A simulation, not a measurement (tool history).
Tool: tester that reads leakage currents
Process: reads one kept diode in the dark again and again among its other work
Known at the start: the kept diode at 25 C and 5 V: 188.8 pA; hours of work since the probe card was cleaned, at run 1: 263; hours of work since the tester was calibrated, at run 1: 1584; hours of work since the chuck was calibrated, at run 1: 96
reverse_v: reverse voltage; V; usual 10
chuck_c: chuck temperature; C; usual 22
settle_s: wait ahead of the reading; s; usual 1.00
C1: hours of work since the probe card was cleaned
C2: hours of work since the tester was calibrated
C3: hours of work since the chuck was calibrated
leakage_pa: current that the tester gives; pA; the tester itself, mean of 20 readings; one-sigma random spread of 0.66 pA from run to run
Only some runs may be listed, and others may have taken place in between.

{"run": 1, "hour": 0.0, "reverse_v": 10, "chuck_c": 22, "settle_s": 1.0, "C1": 263, "C2": 1584, "C3": 96, "leakage_pa": 219.88}
{"run": 2, "hour": 114.9, "reverse_v": 10, "chuck_c": 22, "settle_s": 1.0, "C1": 344, "C2": 1666, "C3": 178, "leakage_pa": 218.76}
{"run": 3, "hour": 196.2, "reverse_v": 10, "chuck_c": 22, "settle_s": 1.0, "C1": 402, "C2": 1724, "C3": 236, "leakage_pa": 216.39}
{"run": 4, "hour": 305.1, "reverse_v": 10, "chuck_c": 22, "settle_s": 1.0, "C1": 480, "C2": 1801, "C3": 313, "leakage_pa": 214.29}
{"run": 5, "hour": 377.1, "reverse_v": 10, "chuck_c": 22, "settle_s": 1.0, "C1": 531, "C2": 1852, "C3": 364, "leakage_pa": 213.19}
{"run": 6, "hour": 508.4, "reverse_v": 10, "chuck_c": 22, "settle_s": 1.0, "C1": 624, "C2": 1946, "C3": 458, "leakage_pa": 211.46}
{"run": 7, "hour": 581.3, "reverse_v": 10, "chuck_c": 22, "settle_s": 1.0, "C1": 676, "C2": 1998, "C3": 510, "leakage_pa": 210.08}
{"run": 8, "hour": 655.0, "reverse_v": 10, "chuck_c": 22, "settle_s": 1.0, "C1": 728, "C2": 2050, "C3": 562, "leakage_pa": 209.57}
{"hour": 666.8, "done": "chuck's temperature calibrated"}
{"run": 9, "hour": 766.3, "reverse_v": 9, "chuck_c": 22, "settle_s": 1.0, "C1": 806, "C2": 2128, "C3": 71, "leakage_pa": 188.51}
{"run": 10, "hour": 835.5, "reverse_v": 10, "chuck_c": 22, "settle_s": 3.16, "C1": 855, "C2": 2177, "C3": 120, "leakage_pa": 199.11}
{"run": 11, "hour": 929.3, "reverse_v": 10, "chuck_c": 22, "settle_s": 3.16, "C1": 922, "C2": 2244, "C3": 187, "leakage_pa": 197.8}
{"run": 12, "hour": 1048.8, "reverse_v": 10, "chuck_c": 22, "settle_s": 3.16, "C1": 1007, "C2": 2329, "C3": 272, "leakage_pa": 195.13}
{"run": 13, "hour": 1181.0, "reverse_v": 10, "chuck_c": 22, "settle_s": 3.16, "C1": 1101, "C2": 2423, "C3": 366, "leakage_pa": 194.12}
{"run": 14, "hour": 1285.2, "reverse_v": 10, "chuck_c": 31, "settle_s": 6.77, "C1": 1175, "C2": 2497, "C3": 440, "leakage_pa": 406.2}
{"hour": 1335.3, "done": "tester calibrated"}
{"run": 15, "hour": 1371.0, "reverse_v": 10, "chuck_c": 31, "settle_s": 6.77, "C1": 1235, "C2": 25, "C3": 499, "leakage_pa": 397.06}
{"hour": 1432.0, "done": "chuck's temperature calibrated, once more"}
{"run": 16, "hour": 1432.0, "reverse_v": 10, "chuck_c": 31, "settle_s": 6.77, "C1": 1277, "C2": 67, "C3": 0, "leakage_pa": 482.35}

Estimate the outcome of run 17 from the log above:
{"run": 17, "hour": 1569.9, "reverse_v": 10, "chuck_c": 31, "settle_s": 6.77, "C1": 1375, "C2": 165, "C3": 98, "leakage_pa": "?"}

leakage_pa: 477.20 pA
If the tool had no hidden condition, the same run with the same run-to-run variation would have returned leakage_pa 469.75 pA.
